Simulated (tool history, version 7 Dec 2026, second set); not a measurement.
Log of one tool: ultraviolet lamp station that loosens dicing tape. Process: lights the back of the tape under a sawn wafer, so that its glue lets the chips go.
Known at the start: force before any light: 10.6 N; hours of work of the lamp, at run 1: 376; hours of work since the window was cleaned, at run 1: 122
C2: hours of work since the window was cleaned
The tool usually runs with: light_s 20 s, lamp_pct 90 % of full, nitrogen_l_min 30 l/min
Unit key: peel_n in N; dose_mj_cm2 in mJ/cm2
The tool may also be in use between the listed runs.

Run 1, hour 0.0: usual settings; hours of work of the lamp 376; C2 122. Result: peel_n 0.197 N, dose_mj_cm2 646 mJ/cm2.
Run 2, hour 23.4: usual settings; hours of work of the lamp 393; C2 140. Result: peel_n 0.196 N, dose_mj_cm2 648 mJ/cm2.
Run 3, hour 48.2: usual settings; hours of work of the lamp 412; C2 159. Result: peel_n 0.217 N, dose_mj_cm2 649 mJ/cm2.
Run 4, hour 66.0: usual settings; hours of work of the lamp 425; C2 172. Result: peel_n 0.189 N, dose_mj_cm2 654 mJ/cm2.
Run 5, hour 99.5: usual settings; hours of work of the lamp 450; C2 197. Result: peel_n 0.205 N, dose_mj_cm2 649 mJ/cm2.
At hour 106.9: window cleaned of glue's vapour.
Run 6, hour 141.6: usual settings; hours of work of the lamp 482; C2 26. Result: peel_n 0.210 N, dose_mj_cm2 657 mJ/cm2.
Run 7, hour 172.9: usual settings; hours of work of the lamp 505; C2 50. Result: peel_n 0.191 N, dose_mj_cm2 649 mJ/cm2.
Run 8, hour 213.0: usual settings; hours of work of the lamp 535; C2 80. Result: peel_n 0.200 N, dose_mj_cm2 647 mJ/cm2.
Run 9, hour 242.9: usual settings; hours of work of the lamp 558; C2 102. Result: peel_n 0.198 N, dose_mj_cm2 659 mJ/cm2.
Run 10, hour 279.6: usual settings; hours of work of the lamp 586; C2 130. Result: peel_n 0.193 N, dose_mj_cm2 653 mJ/cm2.
Run 11, hour 311.7: usual settings but nitrogen_l_min 10 l/min; hours of work of the lamp 610; C2 154. Result: peel_n 0.517 N, dose_mj_cm2 659 mJ/cm2.
Run 12, hour 337.1: usual settings but nitrogen_l_min 10 l/min; hours of work of the lamp 629; C2 173. Result: peel_n 0.528 N, dose_mj_cm2 661 mJ/cm2.
Run 13, hour 358.2: usual settings but nitrogen_l_min 10 l/min; hours of work of the lamp 645; C2 189. Result: peel_n 0.505 N, dose_mj_cm2 659 mJ/cm2.
At hour 377.0: window cleaned of glue's vapour.
Run 14, hour 391.6: usual settings but nitrogen_l_min 10 l/min; hours of work of the lamp 669; C2 11. Result: peel_n 0.514 N, dose_mj_cm2 667 mJ/cm2.
Run 15, hour 410.4: usual settings but lamp_pct 97 % of full; hours of work of the lamp 684; C2 25. Result: peel_n 0.151 N, dose_mj_cm2 712 mJ/cm2.
Run 16, hour 452.8: usual settings but lamp_pct 97 % of full; hours of work of the lamp 715; C2 57. Result: peel_n 0.155 N, dose_mj_cm2 718 mJ/cm2.
Run 17, hour 474.4: usual settings but nitrogen_l_min 12 l/min; hours of work of the lamp 732; C2 73. Result: peel_n 0.427 N, dose_mj_cm2 660 mJ/cm2.
Run 18, hour 505.2: usual settings but nitrogen_l_min 12 l/min; hours of work of the lamp 755; C2 96. Result: peel_n 0.428 N, dose_mj_cm2 663 mJ/cm2.
Run 19, hour 537.6: usual settings but light_s 12 s, nitrogen_l_min 12 l/min; hours of work of the lamp 779; C2 121. Result: peel_n 1.527 N, dose_mj_cm2 397 mJ/cm2.
Run 20, hour 573.7: usual settings but light_s 17 s, nitrogen_l_min 14 l/min; hours of work of the lamp 806; C2 148. Result: peel_n 0.591 N, dose_mj_cm2 568 mJ/cm2.
Run 21, hour 605.3: usual settings but light_s 17 s, nitrogen_l_min 14 l/min; hours of work of the lamp 830; C2 172. Result: peel_n 0.617 N, dose_mj_cm2 564 mJ/cm2.
Run 22, hour 633.1: usual settings but light_s 17 s, nitrogen_l_min 14 l/min; hours of work of the lamp 851; C2 193. Result: peel_n 0.623 N, dose_mj_cm2 563 mJ/cm2.
At hour 645.6: window cleaned of glue's vapour.
Run 23, hour 660.8: usual settings but light_s 13 s, lamp_pct 95 % of full, nitrogen_l_min 15 l/min; hours of work of the lamp 872; C2 11. Result: peel_n 0.966 N, dose_mj_cm2 459 mJ/cm2.
Run 24, hour 683.4: usual settings but light_s 13 s, lamp_pct 95 % of full, nitrogen_l_min 15 l/min; hours of work of the lamp 889; C2 28. Result: peel_n 0.983 N, dose_mj_cm2 454 mJ/cm2.
Run 25, hour 719.3: usual settings but light_s 13 s, lamp_pct 60 % of full, nitrogen_l_min 25 l/min; hours of work of the lamp 916; C2 55. Result: peel_n 1.780 N, dose_mj_cm2 292 mJ/cm2.
Run 26, hour 741.5: usual settings but light_s 13 s, lamp_pct 60 % of full, nitrogen_l_min 25 l/min; hours of work of the lamp 932; C2 72. Result: peel_n 1.773 N, dose_mj_cm2 291 mJ/cm2.
Run 27, hour 771.8: usual settings but light_s 13 s, lamp_pct 60 % of full, nitrogen_l_min 25 l/min; hours of work of the lamp 955; C2 95. Result: peel_n 1.853 N, dose_mj_cm2 291 mJ/cm2.
At hour 780.3: gauge calibrated.
Run 28, hour 800.4: usual settings but light_s 18 s, lamp_pct 75 % of full, nitrogen_l_min 15 l/min; hours of work of the lamp 977; C2 116. Result: peel_n 0.800 N, dose_mj_cm2 482 mJ/cm2.
Run 29, hour 818.7: usual settings but light_s 16 s, lamp_pct 68 % of full, nitrogen_l_min 15 l/min; hours of work of the lamp 990; C2 130. Result: peel_n 1.310 N, dose_mj_cm2 394 mJ/cm2.
Run 30, hour 862.0: usual settings but light_s 10 s, lamp_pct 63 % of full; hours of work of the lamp 1023; C2 163. Result: peel_n 2.307 N, dose_mj_cm2 229 mJ/cm2.
Run 31, hour 896.7: usual settings but light_s 10 s, lamp_pct 62 % of full; hours of work of the lamp 1049; C2 189. Result: peel_n 2.468 N, dose_mj_cm2 220 mJ/cm2.
At hour 916.0: window cleaned of glue's vapour.
Run 32, hour 937.3: usual settings but light_s 16 s, lamp_pct 61 % of full; hours of work of the lamp 1079; C2 16. Result: peel_n 1.072 N, dose_mj_cm2 351 mJ/cm2.
Run 33, hour 975.8: usual settings but light_s 35 s, nitrogen_l_min 23 l/min; hours of work of the lamp 1108; C2 45. Result: peel_n 0.078 N, dose_mj_cm2 1136 mJ/cm2.
Run 34, hour 1015.5: usual settings but light_s 35 s, nitrogen_l_min 23 l/min; hours of work of the lamp 1138; C2 75. Result: peel_n 0.071 N, dose_mj_cm2 1134 mJ/cm2.
Run 35, hour 1049.6: usual settings but light_s 10 s, lamp_pct 61 % of full, nitrogen_l_min 21 l/min; hours of work of the lamp 1164; C2 101. Result: peel_n 2.670 N, dose_mj_cm2 222 mJ/cm2.
Run 36, hour 1084.9: usual settings but light_s 10 s, lamp_pct 61 % of full, nitrogen_l_min 21 l/min; hours of work of the lamp 1190; C2 127. Result: peel_n 2.784 N, dose_mj_cm2 219 mJ/cm2.
Run 37, hour 1112.9: usual settings but lamp_pct 83 % of full, nitrogen_l_min 23 l/min; hours of work of the lamp 1211; C2 148. Result: peel_n 0.309 N, dose_mj_cm2 609 mJ/cm2.

Subtracting, for every run, the result it would have given without the tool's unlogged condition from the measured result gives the following. The same run-to-run variation enters both numbers; the gauge's scatter may not:
What the log doesn't record here: lamp's light, % of a new lamp's; light that the window lets through, % of a clean one's; drift of the gauge itself on peel_n, %; drift of the gauge itself on dose_mj_cm2, %.
run  peel_n  dose_mj_cm2
  1  +0.001           -1
  2  +0.001           -1
  3  +0.001           +0
  4  +0.001           +0
  5  +0.001           +1
  6  +0.001           +3
  7  +0.001           +3
  8  +0.001           +4
  9  +0.001           +5
 10  +0.001           +6
 11  +0.003           +6
 12  +0.004           +7
 13  +0.004           +7
 14  +0.003           +9
 15  +0.000          +10
 16  +0.001          +11
 17  +0.003          +10
 18  +0.003          +11
 19  +0.007           +7
 20  +0.004          +11
 21  +0.005          +11
 22  +0.005          +12
 23  +0.005          +10
 24  +0.005          +10
 25  +0.008           +8
 26  +0.007           +7
 27  +0.009           +8
 28  +0.006           -1
 29  +0.009           -1
 30  +0.011           +0
 31  +0.013           +0
 32  +0.006           +2
 33  +0.001           +5
 34  +0.000           +6
 35  +0.011           +1
 36  +0.013           +2
 37  +0.003           +5
